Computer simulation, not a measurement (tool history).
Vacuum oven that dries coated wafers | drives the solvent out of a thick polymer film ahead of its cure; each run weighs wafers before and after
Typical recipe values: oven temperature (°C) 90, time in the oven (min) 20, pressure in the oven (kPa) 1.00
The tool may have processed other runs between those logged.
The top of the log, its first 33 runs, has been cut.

run 34 hour=2457.1 | oven_temperature_(°C)=88 time_in_the_oven_(min)=23 pressure_in_the_oven_(kPa)=0.65 | solvent_left_in_the_film_(%)=2.16
run 35 hour=2509.3 | oven_temperature_(°C)=92 time_in_the_oven_(min)=23 pressure_in_the_oven_(kPa)=1.14 | solvent_left_in_the_film_(%)=2.19
run 36 hour=2581.9 | oven_temperature_(°C)=90 time_in_the_oven_(min)=13 pressure_in_the_oven_(kPa)=1.14 | solvent_left_in_the_film_(%)=4.23
run 37 hour=2629.9 | oven_temperature_(°C)=104 time_in_the_oven_(min)=11 pressure_in_the_oven_(kPa)=3.50 | solvent_left_in_the_film_(%)=3.47
run 38 hour=2687.1 | oven_temperature_(°C)=104 time_in_the_oven_(min)=11 pressure_in_the_oven_(kPa)=3.50 | solvent_left_in_the_film_(%)=3.55
-- hour=2704.0 oven's thermocouples calibrated
run 39 hour=2735.1 | oven_temperature_(°C)=104 time_in_the_oven_(min)=11 pressure_in_the_oven_(kPa)=3.50 | solvent_left_in_the_film_(%)=3.51
run 40 hour=2784.5 | oven_temperature_(°C)=86 time_in_the_oven_(min)=18 pressure_in_the_oven_(kPa)=0.77 | solvent_left_in_the_film_(%)=3.56
run 41 hour=2830.5 | oven_temperature_(°C)=92 time_in_the_oven_(min)=20 pressure_in_the_oven_(kPa)=0.51 | solvent_left_in_the_film_(%)=1.81
run 42 hour=2913.1 | oven_temperature_(°C)=103 time_in_the_oven_(min)=22 pressure_in_the_oven_(kPa)=2.52 | solvent_left_in_the_film_(%)=2.01
run 43 hour=2978.5 | oven_temperature_(°C)=103 time_in_the_oven_(min)=28 pressure_in_the_oven_(kPa)=0.51 | solvent_left_in_the_film_(%)=0.41
run 44 hour=3067.7 | oven_temperature_(°C)=90 time_in_the_oven_(min)=17 pressure_in_the_oven_(kPa)=0.85 | solvent_left_in_the_film_(%)=3.05
-- hour=3132.7 vacuum gauge cleaned of residue and calibrated
run 45 hour=3142.3 | oven_temperature_(°C)=90 time_in_the_oven_(min)=17 pressure_in_the_oven_(kPa)=0.85 | solvent_left_in_the_film_(%)=2.94
run 46 hour=3237.6 | oven_temperature_(°C)=77 time_in_the_oven_(min)=20 pressure_in_the_oven_(kPa)=0.55 | solvent_left_in_the_film_(%)=5.10
run 47 hour=3307.0 | oven_temperature_(°C)=87 time_in_the_oven_(min)=20 pressure_in_the_oven_(kPa)=1.00 | solvent_left_in_the_film_(%)=3.22

3 options for the next run, each taken on its own from the tool as it stands now. Forecast them:
run A hour=3376.7 | oven_temperature_(°C)=85 time_in_the_oven_(min)=15 pressure_in_the_oven_(kPa)=2.09 | solvent_left_in_the_film_(%)=?
run B hour=3376.7 | oven_temperature_(°C)=80 time_in_the_oven_(min)=20 pressure_in_the_oven_(kPa)=3.57 | solvent_left_in_the_film_(%)=?
run C hour=3376.7 | oven_temperature_(°C)=87 time_in_the_oven_(min)=14 pressure_in_the_oven_(kPa)=2.78 | solvent_left_in_the_film_(%)=?

run=A solvent_left_in_the_film_(%)=5.90
run=B solvent_left_in_the_film_(%)=8.19
run=C solvent_left_in_the_film_(%)=6.21
Without the tool's hidden state the same runs would have given:
run=A solvent_left_in_the_film_(%)=5.90
run=B solvent_left_in_the_film_(%)=8.18
run=C solvent_left_in_the_film_(%)=6.20

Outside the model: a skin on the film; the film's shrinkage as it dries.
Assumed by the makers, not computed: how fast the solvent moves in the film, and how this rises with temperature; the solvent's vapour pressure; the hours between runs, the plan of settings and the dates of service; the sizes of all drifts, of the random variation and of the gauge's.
